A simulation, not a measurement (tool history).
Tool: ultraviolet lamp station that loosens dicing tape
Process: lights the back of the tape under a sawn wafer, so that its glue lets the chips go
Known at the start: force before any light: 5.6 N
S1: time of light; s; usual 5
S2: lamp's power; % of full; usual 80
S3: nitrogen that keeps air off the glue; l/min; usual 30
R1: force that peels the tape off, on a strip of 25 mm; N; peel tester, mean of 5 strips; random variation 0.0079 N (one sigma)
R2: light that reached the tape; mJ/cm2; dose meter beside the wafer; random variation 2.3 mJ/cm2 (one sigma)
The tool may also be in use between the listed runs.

{"run": 1, "day": 0.0, "S1": 5, "S2": 80, "S3": 30, "R1": 0.496, "R2": 170}
{"run": 2, "day": 1.996, "S1": 5, "S2": 66, "S3": 30, "R1": 0.701, "R2": 139}
{"run": 3, "day": 4.508, "S1": 5, "S2": 66, "S3": 30, "R1": 0.754, "R2": 137}
{"run": 4, "day": 7.183, "S1": 5, "S2": 66, "S3": 30, "R1": 0.789, "R2": 134}
{"run": 5, "day": 9.558, "S1": 5, "S2": 66, "S3": 30, "R1": 0.817, "R2": 131}
{"run": 6, "day": 11.867, "S1": 5, "S2": 80, "S3": 36, "R1": 0.508, "R2": 153}
{"run": 7, "day": 14.421, "S1": 5, "S2": 80, "S3": 30, "R1": 0.65, "R2": 152}
{"run": 8, "day": 17.138, "S1": 5, "S2": 64, "S3": 26, "R1": 1.03, "R2": 119}
{"day": 17.283, "done": "window cleaned of glue's vapour"}
{"run": 9, "day": 19.775, "S1": 6, "S2": 80, "S3": 40, "R1": 0.518, "R2": 156}
{"day": 21.508, "done": "window cleaned of glue's vapour, once more"}
{"run": 10, "day": 22.229, "S1": 5, "S2": 92, "S3": 59, "R1": 0.284, "R2": 195}
{"run": 11, "day": 24.621, "S1": 5, "S2": 62, "S3": 30, "R1": 0.815, "R2": 124}
{"run": 12, "day": 25.908, "S1": 8, "S2": 72, "S3": 30, "R1": 0.29, "R2": 233}
{"run": 13, "day": 28.429, "S1": 8, "S2": 72, "S3": 30, "R1": 0.305, "R2": 228}
{"run": 14, "day": 30.275, "S1": 2, "S2": 80, "S3": 30, "R1": 2.05, "R2": 60}

Forecast each of these 4 alternatives for the next run:
{"run": "A", "day": 31.992, "S1": 2, "S2": 77, "S3": 30, "R1": "?", "R2": "?"}
{"run": "B", "day": 31.992, "S1": 3, "S2": 80, "S3": 11, "R1": "?", "R2": "?"}
{"run": "C", "day": 31.992, "S1": 4, "S2": 77, "S3": 12, "R1": "?", "R2": "?"}
{"run": "D", "day": 31.992, "S1": 8, "S2": 75, "S3": 39, "R1": "?", "R2": "?"}

run=A R1=2.188 R2=62
run=B R1=2.045 R2=93
run=C R1=1.503 R2=118
run=D R1=0.258 R2=230
Without the tool's hidden state the same runs would have given:
run=A R1=1.445 R2=89
run=B R1=1.313 R2=136
run=C R1=0.867 R2=174
run=D R1=0.187 R2=337

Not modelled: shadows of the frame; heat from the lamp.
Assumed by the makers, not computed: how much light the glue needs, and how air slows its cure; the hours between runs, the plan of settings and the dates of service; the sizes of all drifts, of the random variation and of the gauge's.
